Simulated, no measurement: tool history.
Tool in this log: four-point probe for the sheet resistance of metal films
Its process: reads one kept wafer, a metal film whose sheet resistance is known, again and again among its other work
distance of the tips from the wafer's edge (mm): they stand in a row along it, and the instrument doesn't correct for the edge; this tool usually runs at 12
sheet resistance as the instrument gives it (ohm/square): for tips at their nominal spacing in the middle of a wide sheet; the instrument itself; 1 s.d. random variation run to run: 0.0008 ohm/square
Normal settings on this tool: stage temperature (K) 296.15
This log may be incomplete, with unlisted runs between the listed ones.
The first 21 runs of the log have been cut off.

run,hour,stage temperature (K),distance of the tips from the wafer's edge (mm),sheet resistance as the instrument gives it (ohm/square)
22,600.5,299.15,8,3.990368
23,620.1,305.15,3,4.179960
24,654.5,291.15,18,3.963656
25,672.2,296.15,65,3.957616
26,688.7,292.15,21,3.959908
27,709.3,298.15,3,4.177399
28,742.0,298.15,3,4.177598
29,775.9,304.15,39,3.955838
30,801.8,304.15,15,3.964325

The next listed run, before its measurement:
31,821.3,294.15,39,?

Run 31 came out at sheet resistance as the instrument gives it (ohm/square) 3.957203.
Take away the tool's hidden state, keep the run-to-run variation as it was, and the same run would have given sheet resistance as the instrument gives it (ohm/square) 3.963732.
